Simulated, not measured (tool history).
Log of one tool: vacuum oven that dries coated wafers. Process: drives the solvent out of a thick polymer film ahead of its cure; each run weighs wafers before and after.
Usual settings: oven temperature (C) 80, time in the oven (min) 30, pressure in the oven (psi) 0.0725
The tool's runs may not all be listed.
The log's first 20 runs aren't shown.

Run 21, hour 294.4: usual settings but oven temperature (C) 92, time in the oven (min) 46, pressure in the oven (psi) 0.1711. Result: solvent left in the film (%) 0.65.
Run 22, hour 302.7: usual settings but oven temperature (C) 69, time in the oven (min) 46, pressure in the oven (psi) 0.0699. Result: solvent left in the film (%) 4.28.
Run 23, hour 322.2: usual settings but oven temperature (C) 69, time in the oven (min) 46, pressure in the oven (psi) 0.0699. Result: solvent left in the film (%) 4.2.
Run 24, hour 337.9: usual settings but oven temperature (C) 94, pressure in the oven (psi) 0.1519. Result: solvent left in the film (%) 0.65.
Run 25, hour 346: usual settings but oven temperature (C) 84, pressure in the oven (psi) 0.0555. Result: solvent left in the film (%) 1.61.
At hour 354.5: vacuum gauge cleaned of residue and calibrated, once more.
Run 26, hour 360: usual settings but time in the oven (min) 27. Result: solvent left in the film (%) 3.1.
Run 27, hour 373.4: usual settings but oven temperature (C) 66, time in the oven (min) 50, pressure in the oven (psi) 0.1897. Result: solvent left in the film (%) 5.61.
Run 28, hour 382.7: usual settings but oven temperature (C) 66, time in the oven (min) 16, pressure in the oven (psi) 0.0424. Result: solvent left in the film (%) 10.15.
Run 29, hour 395.8: usual settings but oven temperature (C) 70, time in the oven (min) 24, pressure in the oven (psi) 0.1197. Result: solvent left in the film (%) 7.34.
Run 30, hour 407.1: usual settings but oven temperature (C) 78, time in the oven (min) 52, pressure in the oven (psi) 0.144. Result: solvent left in the film (%) 1.55.
Run 31, hour 420.4: usual settings but time in the oven (min) 26, pressure in the oven (psi) 0.0447. Result: solvent left in the film (%) 3.32.
Run 32, hour 432.6: usual settings but oven temperature (C) 67, time in the oven (min) 15, pressure in the oven (psi) 0.2498. Result: solvent left in the film (%) 10.62.
Run 33, hour 444.1: usual settings but oven temperature (C) 68, time in the oven (min) 19. Result: solvent left in the film (%) 9.07.
Run 34, hour 458.9: usual settings but oven temperature (C) 69, time in the oven (min) 46, pressure in the oven (psi) 0.2788. Result: solvent left in the film (%) 5.35.
Run 35, hour 478.4: usual settings but oven temperature (C) 71, time in the oven (min) 16, pressure in the oven (psi) 0.0814. Result: solvent left in the film (%) 8.62.

4 ways to go on from here, each from the tool as it stands after run 35. What would each give?
Run A, hour 490.1: usual settings but oven temperature (C) 79, pressure in the oven (psi) 0.0595. Result: solvent left in the film (%) ?.
Run B, hour 490.1: usual settings but oven temperature (C) 95, time in the oven (min) 31, pressure in the oven (psi) 0.0657. Result: solvent left in the film (%) ?.
Run C, hour 490.1: usual settings but oven temperature (C) 66, time in the oven (min) 24, pressure in the oven (psi) 0.1204. Result: solvent left in the film (%) ?.
Run D, hour 490.1: usual settings but oven temperature (C) 82, time in the oven (min) 28. Result: solvent left in the film (%) ?.

run  solvent left in the film (%)
  A                          2.88
  B                          0.33
  C                          8.81
  D                          2.41
Without the tool's hidden state the same runs would have given:
run  solvent left in the film (%)
  A                          2.74
  B                           0.3
  C                          8.66
  D                          2.29
